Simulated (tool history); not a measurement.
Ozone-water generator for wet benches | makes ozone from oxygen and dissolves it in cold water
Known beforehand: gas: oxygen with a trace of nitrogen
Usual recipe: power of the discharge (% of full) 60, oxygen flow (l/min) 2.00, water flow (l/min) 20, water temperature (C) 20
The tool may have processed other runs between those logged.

run	hour	power of the discharge (% of full)	oxygen flow (l/min)	water flow (l/min)	water temperature (C)	dissolved ozone (ppm)	ozone in the gas ahead of the water (g/m3)
1	0.0	60	2.00	20	20	10.9	230.1
2	103.5	60	2.00	20	20	11.0	231.6
3	182.6	60	2.00	20	21	10.8	231.1
4	285.8	60	2.00	20	21	10.7	232.1
5	389.9	60	2.00	20	21	10.7	228.5
6	470.4	60	2.00	20	21	10.9	230.0
7	615.6	60	2.00	20	21	10.7	230.3
8	701.4	60	2.00	20	26	10.2	228.6
9	835.2	60	2.00	20	26	10.4	228.4
10	955.1	60	2.00	20	26	10.2	231.0
11	1016.8	60	2.00	20	20	11.0	228.5
12	1083.3	68	2.00	20	20	12.1	256.3
13	1162.1	68	2.00	20	20	12.2	258.1
14	1226.1	60	2.00	20	20	11.0	229.8
15	1342.6	60	2.00	27	20	7.7	226.7
16	1491.0	60	2.00	27	20	7.9	227.8
17	1623.0	52	1.53	23	17	7.2	218.8
18	1765.1	52	1.53	23	17	7.4	217.6
19	1874.2	52	2.40	23	21	8.8	187.3
20	1997.3	68	1.67	25	15	9.1	270.2
21	2093.6	68	1.67	25	15	9.1	269.8
22	2220.0	68	1.67	25	15	9.0	272.3
23	2327.3	46	2.00	30	13	5.6	179.4
24	2407.3	46	3.48	30	13	7.2	144.5
25	2526.6	81	3.48	16	21	21.1	246.2
26	2587.5	81	2.51	20	21	15.7	278.3
27	2730.7	60	1.86	20	15	10.9	233.7
28	2844.2	60	1.86	20	26	10.3	233.4
# hour 2901.4: water thermometer calibrated
29	2909.3	97	2.00	27	20	12.1	351.1
30	3000.3	43	1.22	15	25	8.6	200.0
31	3071.4	43	1.22	15	25	8.6	197.5
32	3170.5	80	3.43	13	17	26.5	244.8

Results per run with the tool's hidden condition removed, run-to-run variation unchanged:
What the log doesn't record here: yield of the discharge, % of new electrodes'; contactor's efficiency, % of a clean one's; true water temperature over the reading, C; drift of the gauge itself on ozone_ppm, %; drift of the gauge itself on gas_g_m3, %.
run	ozone in the gas ahead of the water (g/m3)
1	230.4
2	232.1
3	231.7
4	232.9
5	229.5
6	231.1
7	231.7
8	230.1
9	230.1
10	232.9
11	230.6
12	258.7
13	260.7
14	232.3
15	229.4
16	230.7
17	221.7
18	220.8
19	190.2
20	274.7
21	274.5
22	277.3
23	182.7
24	147.3
25	251.5
26	284.4
27	238.9
28	238.8
29	359.8
30	204.8
31	202.3
32	251.2
dissolved ozone (ppm): within 0.1 of the measured result in every run.

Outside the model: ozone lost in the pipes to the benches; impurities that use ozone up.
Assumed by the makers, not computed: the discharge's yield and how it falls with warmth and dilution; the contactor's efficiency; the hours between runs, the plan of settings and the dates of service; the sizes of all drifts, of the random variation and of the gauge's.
